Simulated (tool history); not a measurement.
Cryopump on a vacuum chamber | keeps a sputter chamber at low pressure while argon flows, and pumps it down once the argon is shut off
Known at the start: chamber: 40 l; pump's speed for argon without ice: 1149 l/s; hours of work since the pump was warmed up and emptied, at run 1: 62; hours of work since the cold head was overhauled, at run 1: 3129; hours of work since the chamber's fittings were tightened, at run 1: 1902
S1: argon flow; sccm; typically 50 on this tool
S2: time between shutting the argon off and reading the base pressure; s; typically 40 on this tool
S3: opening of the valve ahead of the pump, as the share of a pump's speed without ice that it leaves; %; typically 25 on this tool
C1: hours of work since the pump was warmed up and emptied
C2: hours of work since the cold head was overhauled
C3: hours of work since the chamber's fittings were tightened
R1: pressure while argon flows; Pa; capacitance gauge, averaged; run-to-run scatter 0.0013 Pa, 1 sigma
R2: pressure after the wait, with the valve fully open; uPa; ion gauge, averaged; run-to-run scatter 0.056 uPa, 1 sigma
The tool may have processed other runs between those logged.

run    hour  S1   S2  S3   C1    C2    C3      R1    R2
  1       0  50   40  25   62  3129  1902  0.2974  6.24
  2    94.1  50   40  25  135  3203  1975  0.3011  6.42
  3     150  47   40  25  179  3247  2019  0.2835  6.54
  4     243  47   40  25  252  3319  2092  0.2854  6.62
  5   287.7  47   40  25  287  3354  2127  0.2856  6.69
      363.5  -- leaking fittings of the chamber tightened, without venting
  6   363.5  80   40  25  344  3412     0   0.488  3.56
  7   447.1  80   40  25  410  3478    65  0.4932  3.79
  8   532.5  80   40  25  477  3544   132   0.497  3.77
  9   608.5  80   40  25  536  3604   192  0.4973  3.77
 10   696.3  50   40  25  605  3673   260  0.3137  3.99
 11   771.6  38   45  36  664  3731   319  0.1728  3.68
 12   854.3  50  212  17  728  3796   384  0.4594   1.6
 13     897  50  212  53  762  3830   417  0.1637  1.68
 14   981.1  50  212  53  828  3895   483  0.1676  1.74
 15  1039.3  50  212  53  873  3941   529  0.1704  1.94
 16  1137.2  96  112  25  950  4018   605  0.6318  2.62
     1177.9  -- pump warmed up, emptied and cooled again
 17    1218  23  134  23   31  4077   665  0.1476  2.12
 18  1299.8  50  100  24   95  4141   729   0.313  2.53
 19  1343.7  76   40  25  130  4175   763  0.4595  4.53
 20  1430.3  59  263  21  197  4243   831  0.4217  1.87

4 ways to go on from here, each from the tool as it stands after run 20. What would each give?
  A  1516.5  67  263  42  265  4310  898   ?   ?
  B  1516.5  49   88  31  265  4310  898   ?   ?
  C  1516.5  49   41  19  265  4310  898   ?   ?
  D  1516.5  53   63  23  265  4310  898   ?   ?

run      R1    R2
  A  0.2467  2.06
  B  0.2412  3.04
  C   0.389  4.73
  D  0.3507  3.58
Stripped of hidden state, with their random variation kept, the same runs would have yielded:
run      R1    R2
  A  0.2336  0.75
  B  0.2316  1.73
  C  0.3794  3.43
  D  0.3403   2.3
